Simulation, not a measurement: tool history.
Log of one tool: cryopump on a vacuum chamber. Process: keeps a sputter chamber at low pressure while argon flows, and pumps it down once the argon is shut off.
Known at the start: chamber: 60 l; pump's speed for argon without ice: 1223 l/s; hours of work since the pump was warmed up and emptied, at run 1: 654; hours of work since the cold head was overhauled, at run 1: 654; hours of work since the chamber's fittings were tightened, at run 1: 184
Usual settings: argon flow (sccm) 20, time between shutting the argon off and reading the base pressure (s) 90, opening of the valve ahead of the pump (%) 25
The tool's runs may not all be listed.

run	hour	argon flow (sccm)	time between shutting the argon off and reading the base pressure (s)	opening of the valve ahead of the pump (%)	hours of work since the pump was warmed up and emptied	hours of work since the cold head was overhauled	hours of work since the chamber's fittings were tightened	pressure while argon flows (Pa)	pressure after the wait (uPa)
1	0	20	90	25	654	654	184	0.1167	1.87
2	21.8	18	90	25	670	670	200	0.1071	1.88
3	46.4	18	72	25	687	687	217	0.1056	2.15
4	70.6	18	72	25	704	704	234	0.1063	2.26
5	89.1	18	72	25	717	717	247	0.1069	2.28
6	118.1	18	72	25	738	738	268	0.108	2.32
7	136.8	18	72	25	751	751	281	0.1076	2.3
8	150.2	20	90	17	760	760	291	0.1711	1.95
9	165	20	90	17	771	771	301	0.1707	1.99
10	191.3	20	90	17	789	789	320	0.1713	2.01
11	207.3	20	90	25	801	801	331	0.1189	2.05
12	228.7	20	28	18	816	816	346	0.1624	4.86
13	241.2	27	64	24	825	825	355	0.1683	2.59
14	267.3	27	64	24	843	843	373	0.1668	2.7
15	279.2	14	86	25	852	852	382	0.0828	2.19
# hour 290.1: pump warmed up, emptied and cooled again
16	298.5	14	86	25	6	862	392	0.0779	1.96
17	311.1	20	90	23	15	871	401	0.1218	1.95
18	331.9	20	90	23	30	885	416	0.1204	1.95
19	344.8	20	90	36	39	894	425	0.0766	1.97
20	359.5	20	21	25	49	905	435	0.1107	6.22
21	374.3	20	21	25	60	915	446	0.1121	6.37
22	388.9	13	24	25	70	926	456	0.0726	5.51

3 ways to go on from here, each from the tool as it stands after run 22. What would each give?
A	401.8	16	24	25	79	935	465	?	?
B	401.8	16	24	25	79	935	465	?	?
C	401.8	11	90	25	79	935	465	?	?

run	pressure while argon flows (Pa)	pressure after the wait (uPa)
A	0.0896	5.62
B	0.0886	5.52
C	0.0614	2.04
Without the tool's hidden state the same runs would have given:
run	pressure while argon flows (Pa)	pressure after the wait (uPa)
A	0.0888	5.17
B	0.0878	5.08
C	0.0609	1.58
